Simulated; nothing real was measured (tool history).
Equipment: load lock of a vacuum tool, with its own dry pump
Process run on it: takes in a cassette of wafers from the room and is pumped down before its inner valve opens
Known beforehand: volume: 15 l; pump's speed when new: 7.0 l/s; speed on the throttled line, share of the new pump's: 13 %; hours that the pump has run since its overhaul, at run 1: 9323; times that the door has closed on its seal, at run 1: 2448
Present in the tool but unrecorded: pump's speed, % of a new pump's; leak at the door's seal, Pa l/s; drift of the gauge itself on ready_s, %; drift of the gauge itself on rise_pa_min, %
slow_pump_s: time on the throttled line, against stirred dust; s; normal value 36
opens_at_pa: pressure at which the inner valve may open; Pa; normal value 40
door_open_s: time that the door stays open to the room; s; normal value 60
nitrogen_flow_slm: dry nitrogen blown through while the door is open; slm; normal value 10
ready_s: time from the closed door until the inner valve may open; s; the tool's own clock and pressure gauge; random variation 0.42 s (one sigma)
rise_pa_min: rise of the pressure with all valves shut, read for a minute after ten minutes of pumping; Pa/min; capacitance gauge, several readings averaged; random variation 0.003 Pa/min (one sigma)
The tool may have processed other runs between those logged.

run	hour	slow_pump_s	opens_at_pa	door_open_s	nitrogen_flow_slm	hours that the pump has run since its overhaul	times that the door has closed on its seal	incoming humidity of the room's air, %	ready_s	rise_pa_min
1	0.0	36	40	60	10	9323	2448	45.9	50.6	0.051
2	95.7	36	40	60	10	9418	2575	42.9	50.7	0.050
3	189.3	36	40	129	10	9512	2699	42.3	50.4	0.072
4	262.5	36	40	60	10	9585	2797	46.0	51.3	0.053
5	349.5	36	40	183	10	9672	2912	45.0	49.6	0.092
6	414.9	36	40	183	10	9738	2999	39.2	50.8	0.079
7	469.9	36	40	183	10	9792	3072	45.0	49.9	0.092
8	546.6	36	40	183	10	9869	3174	46.2	49.8	0.093
9	615.5	36	40	183	4	9938	3265	43.4	50.9	0.131
10	718.1	36	40	183	4	10041	3401	46.3	50.8	0.142
11	801.7	36	40	60	10	10124	3512	42.8	50.4	0.050
12	905.8	36	36	60	10	10228	3650	45.9	50.6	0.057
13	962.0	36	36	60	10	10285	3725	47.5	50.4	0.065
14	1039.3	44	36	31	10	10362	3827	44.1	57.4	0.037
15	1127.8	44	36	31	10	10450	3945	47.4	57.7	0.047
16	1207.3	70	40	60	37	10530	4050	45.4	79.9	0.037
17	1263.3	70	40	60	37	10586	4125	42.5	79.4	0.030
18	1316.3	30	76	60	39	10639	4195	46.6	43.2	0.029
19	1385.8	30	76	60	39	10708	4287	44.6	44.1	0.031
20	1435.0	30	76	60	39	10758	4352	45.6	44.2	0.028
21	1528.2	66	28	49	10	10851	4476	42.6	75.8	0.057
22	1608.3	66	28	49	10	10931	4582	45.7	77.8	0.057
23	1705.2	36	40	118	10	11028	4711	43.8	51.6	0.078
24	1772.9	36	40	43	15	11095	4801	45.8	51.0	0.039
25	1851.8	63	40	43	19	11174	4906	46.5	73.8	0.046
26	1904.9	36	30	60	7	11227	4976	42.4	51.2	0.068

Pick out some run-to-run changes in ready_s. Of each, how much would a tool without hidden state show as well, from the settings, what came in and chance, and how much is left for the hidden state and any gauge scatter not in both results compared?
Run 17 -> 18: slow_pump_s 70 -> 30, opens_at_pa 40 -> 76, nitrogen_flow_slm 37 -> 39. ready_s -36.2 s: hidden state +0.9, all else -37.1.
Run 20 -> 21: slow_pump_s 30 -> 66, opens_at_pa 76 -> 28, door_open_s 60 -> 49, nitrogen_flow_slm 39 -> 10. ready_s +31.6 s: hidden state -0.5, all else +32.1.
Run 25 -> 26: slow_pump_s 63 -> 36, opens_at_pa 40 -> 30, door_open_s 43 -> 60, nitrogen_flow_slm 19 -> 7. ready_s -22.6 s: hidden state +0.9, all else -23.5.

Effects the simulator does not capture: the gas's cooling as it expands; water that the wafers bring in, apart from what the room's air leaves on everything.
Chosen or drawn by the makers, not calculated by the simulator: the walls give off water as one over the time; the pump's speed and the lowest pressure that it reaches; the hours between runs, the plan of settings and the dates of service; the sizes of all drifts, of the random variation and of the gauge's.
